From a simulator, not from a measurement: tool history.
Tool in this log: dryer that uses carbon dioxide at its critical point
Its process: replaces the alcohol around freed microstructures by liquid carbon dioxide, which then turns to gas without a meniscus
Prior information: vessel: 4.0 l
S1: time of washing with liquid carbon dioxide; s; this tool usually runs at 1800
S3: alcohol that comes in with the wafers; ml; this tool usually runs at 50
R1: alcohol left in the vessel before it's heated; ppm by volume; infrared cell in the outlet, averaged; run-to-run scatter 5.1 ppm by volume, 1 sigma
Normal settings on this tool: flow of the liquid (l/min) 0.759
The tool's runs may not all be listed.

run 1 hour=0 | S1=1800 flow_of_the_liquid_(l/min)=0.759 S3=50 | R1=49
run 2 hour=39.8 | S1=1800 flow_of_the_liquid_(l/min)=0.759 S3=21 | R1=41
run 3 hour=76.6 | S1=1800 flow_of_the_liquid_(l/min)=0.759 S3=21 | R1=37
run 4 hour=121.3 | S1=1800 flow_of_the_liquid_(l/min)=0.759 S3=50 | R1=75
run 5 hour=151.3 | S1=1800 flow_of_the_liquid_(l/min)=0.759 S3=50 | R1=82
run 6 hour=180.8 | S1=1800 flow_of_the_liquid_(l/min)=0.759 S3=50 | R1=94
-- hour=194.3 inlet filter changed
run 7 hour=216.7 | S1=1800 flow_of_the_liquid_(l/min)=0.759 S3=50 | R1=66
run 8 hour=262.3 | S1=1800 flow_of_the_liquid_(l/min)=0.673 S3=50 | R1=125
run 9 hour=282 | S1=1800 flow_of_the_liquid_(l/min)=0.759 S3=67 | R1=98
run 10 hour=315.2 | S1=1800 flow_of_the_liquid_(l/min)=0.814 S3=50 | R1=74
run 11 hour=336.1 | S1=1800 flow_of_the_liquid_(l/min)=0.759 S3=50 | R1=95
run 12 hour=372.6 | S1=1800 flow_of_the_liquid_(l/min)=0.759 S3=50 | R1=92
-- hour=388.3 inlet filter changed
run 13 hour=411.5 | S1=1800 flow_of_the_liquid_(l/min)=0.759 S3=50 | R1=91
run 14 hour=432.9 | S1=1800 flow_of_the_liquid_(l/min)=0.759 S3=50 | R1=91
run 15 hour=475.1 | S1=1800 flow_of_the_liquid_(l/min)=0.759 S3=50 | R1=111
run 16 hour=495.7 | S1=2160 flow_of_the_liquid_(l/min)=0.759 S3=50 | R1=69
run 17 hour=539.5 | S1=1800 flow_of_the_liquid_(l/min)=0.759 S3=57 | R1=132
run 18 hour=570.4 | S1=1800 flow_of_the_liquid_(l/min)=0.759 S3=50 | R1=121
-- hour=580.7 inlet filter changed
run 19 hour=602.4 | S1=1800 flow_of_the_liquid_(l/min)=0.759 S3=50 | R1=110
run 20 hour=641.2 | S1=1560 flow_of_the_liquid_(l/min)=1.161 S3=102 | R1=82
run 21 hour=684.9 | S1=1560 flow_of_the_liquid_(l/min)=1.161 S3=102 | R1=83
run 22 hour=726.6 | S1=1560 flow_of_the_liquid_(l/min)=1.161 S3=27 | R1=76
run 23 hour=759.8 | S1=2760 flow_of_the_liquid_(l/min)=0.592 S3=36 | R1=83
-- hour=773.5 inlet filter changed
run 24 hour=791 | S1=1080 flow_of_the_liquid_(l/min)=1.243 S3=115 | R1=205
run 25 hour=813.6 | S1=1800 flow_of_the_liquid_(l/min)=0.911 S3=50 | R1=94
run 26 hour=853.9 | S1=1800 flow_of_the_liquid_(l/min)=0.911 S3=50 | R1=88
-- hour=869.8 purifier's bed changed
run 27 hour=888.4 | S1=1800 flow_of_the_liquid_(l/min)=0.911 S3=50 | R1=27
run 28 hour=926.8 | S1=1800 flow_of_the_liquid_(l/min)=0.911 S3=50 | R1=29
-- hour=971.2 inlet filter changed
run 29 hour=971.2 | S1=1260 flow_of_the_liquid_(l/min)=0.911 S3=50 | R1=125
run 30 hour=992 | S1=1800 flow_of_the_liquid_(l/min)=0.917 S3=37 | R1=17
run 31 hour=1027 | S1=2580 flow_of_the_liquid_(l/min)=0.48 S3=25 | R1=50
run 32 hour=1055.1 | S1=1800 flow_of_the_liquid_(l/min)=1.036 S3=68 | R1=33
run 33 hour=1076.9 | S1=1800 flow_of_the_liquid_(l/min)=0.948 S3=29 | R1=34
run 34 hour=1117.5 | S1=1800 flow_of_the_liquid_(l/min)=0.948 S3=29 | R1=35
run 35 hour=1154.2 | S1=1800 flow_of_the_liquid_(l/min)=0.594 S3=21 | R1=107
-- hour=1166 inlet filter changed
run 36 hour=1177.6 | S1=2400 flow_of_the_liquid_(l/min)=0.85 S3=21 | R1=28
run 37 hour=1220.3 | S1=1800 flow_of_the_liquid_(l/min)=1.268 S3=87 | R1=37

Subtracting, for every run, the result it would have given without the tool's unlogged condition from the measured result gives the following. The same run-to-run variation enters both numbers; the gauge's scatter may not:
What the log doesn't record here: flow that reaches the vessel past the clogged filter, %; alcohol in the recycled carbon dioxide, ppm; drift of the gauge itself on alcohol_ppm, %.
run=1 R1=+7
run=2 R1=+11
run=3 R1=+16
run=4 R1=+30
run=5 R1=+35
run=6 R1=+40
run=7 R1=+25
run=8 R1=+38
run=9 R1=+39
run=10 R1=+40
run=11 R1=+47
run=12 R1=+56
run=13 R1=+40
run=14 R1=+43
run=15 R1=+52
run=16 R1=+47
run=17 R1=+65
run=18 R1=+69
run=19 R1=+55
run=20 R1=+60
run=21 R1=+64
run=22 R1=+64
run=23 R1=+68
run=24 R1=+71
run=25 R1=+70
run=26 R1=+75
run=27 R1=+8
run=28 R1=+13
run=29 R1=+10
run=30 R1=+11
run=31 R1=+18
run=32 R1=+17
run=33 R1=+19
run=34 R1=+22
run=35 R1=+44
run=36 R1=+24
run=37 R1=+29
